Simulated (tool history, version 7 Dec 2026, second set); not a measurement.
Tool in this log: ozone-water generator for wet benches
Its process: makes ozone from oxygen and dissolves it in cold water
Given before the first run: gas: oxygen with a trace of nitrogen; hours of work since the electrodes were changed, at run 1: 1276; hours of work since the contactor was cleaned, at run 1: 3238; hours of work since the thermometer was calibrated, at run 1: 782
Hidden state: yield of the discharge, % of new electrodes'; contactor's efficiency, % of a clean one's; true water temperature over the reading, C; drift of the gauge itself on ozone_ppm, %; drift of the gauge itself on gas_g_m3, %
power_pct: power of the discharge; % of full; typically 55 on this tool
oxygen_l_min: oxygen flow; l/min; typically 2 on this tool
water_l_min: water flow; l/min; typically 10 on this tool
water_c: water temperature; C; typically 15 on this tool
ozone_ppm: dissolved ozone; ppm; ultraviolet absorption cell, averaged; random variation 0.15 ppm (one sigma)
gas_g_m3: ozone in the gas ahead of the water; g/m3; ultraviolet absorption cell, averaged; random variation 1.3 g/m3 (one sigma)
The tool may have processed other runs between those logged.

run    hour  power_pct  oxygen_l_min  water_l_min  water_c  hours of work since the electrodes were changed  hours of work since the contactor was cleaned  hours of work since the thermometer was calibrated  ozone_ppm  gas_g_m3
  1       0         55             2           10       15                                             1276                                           3238                                                 782       17.6     227.5
  2    41.5         55             2           10       15                                             1315                                           3278                                                 822       17.6     229.2
  3      94         51             2           10       15                                             1366                                           3328                                                 872       17.1     218.8
  4   137.4         55             2           10        9                                             1407                                           3370                                                 914       18.5     227.1
  5   201.1         55             2           10        9                                             1468                                           3431                                                 975         19     231.7
  6   255.5         55             2           10        9                                             1521                                           3483                                                1027       18.9       228
  7   288.2         55          1.16           10        9                                             1552                                           3515                                                1058       18.1     331.1
  8   320.6         55             2            9       15                                             1583                                           3546                                                1089       19.7     227.5
  9     374         55             2            9       15                                             1634                                           3597                                                1141       19.3     227.4
 10     429         55          1.64            9       15                                             1687                                           3650                                                1193       19.7     260.6
 11   459.3         55          1.64            9       15                                             1716                                           3679                                                1223       19.4     257.4
 12   513.4         55          1.64            9       15                                             1768                                           3731                                                1274       19.6     259.4
 13   551.1         55          1.64            9       15                                             1804                                           3767                                                1311       19.7     258.1
 14   587.8         55             2           10       15                                             1840                                           3802                                                1346       17.2     225.3
 15   641.5         55             2           10       15                                             1891                                           3854                                                1397       17.3     228.2
 16   667.5         55             2           10       15                                             1916                                           3879                                                1422       17.3     225.8
 17   725.8         55             2           10       15                                             1972                                           3935                                                1478       17.3     225.7
 18     775         95          2.31           12       17                                             2019                                           3982                                                1526       17.9     273.7
 19     825         95          2.65           15        8                                             2067                                           4030                                                1573       15.1     246.3
 20   854.4         49             2           10       15                                             2096                                           4058                                                1602       16.1     213.1
 21   901.2         49             2           10       15                                             2141                                           4103                                                1647       16.1     211.2
 22   936.6         49          1.07           10       21                                             2175                                           4137                                                1681       15.1     327.3
      943.6  -- contactor cleaned
 23   993.9         75          2.24            9       21                                             2226                                             48                                                1732       19.9     243.7
 24  1024.5         67          1.58           10        7                                             2255                                             78                                                1761       19.7     292.2
 25    1083         81          1.58           10       15                                             2311                                            134                                                1817       19.9     323.2
     1107.2  -- contactor cleaned, once more
 26  1141.5         89          1.58           11       15                                             2363                                             33                                                1870       20.9     337.5
 27  1175.9         89          3.06            7       18                                             2396                                             66                                                1903         29     214.9
 28  1234.2         89          2.53           12       18                                             2452                                            122                                                1959         18       243
 29  1280.4         89          2.53           12       18                                             2497                                            166                                                2003       18.1       245
 30    1322         89          2.53           12       18                                             2537                                            206                                                2043       17.9     243.2
 31  1350.3         89          2.53           12       18                                             2564                                            233                                                2070       18.1       244
 32  1408.3         89          2.53           12       18                                             2620                                            289                                                2126         18       243

Branching from run 32: 4 alternative next runs. What would each branch give?
  A  1444         89          2.53            7       18                                             2654                                            323                                                2160          ?         ?
  B  1444         55          2.57            8        7                                             2654                                            323                                                2160          ?         ?
  C  1444         55          3.22           13       15                                             2654                                            323                                                2160          ?         ?
  D  1444         75             2            8       15                                             2654                                            323                                                2160          ?         ?

run  ozone_ppm  gas_g_m3
  A       30.1     244.1
  B       24.6     187.6
  C         13     160.3
  D       26.7     262.2
The same runs, with their run-to-run variation unchanged, on a tool lacking any hidden condition would have given:
run  ozone_ppm  gas_g_m3
  A       32.4     261.8
  B       26.1       198
  C       13.9     169.2
  D       28.6     279.6
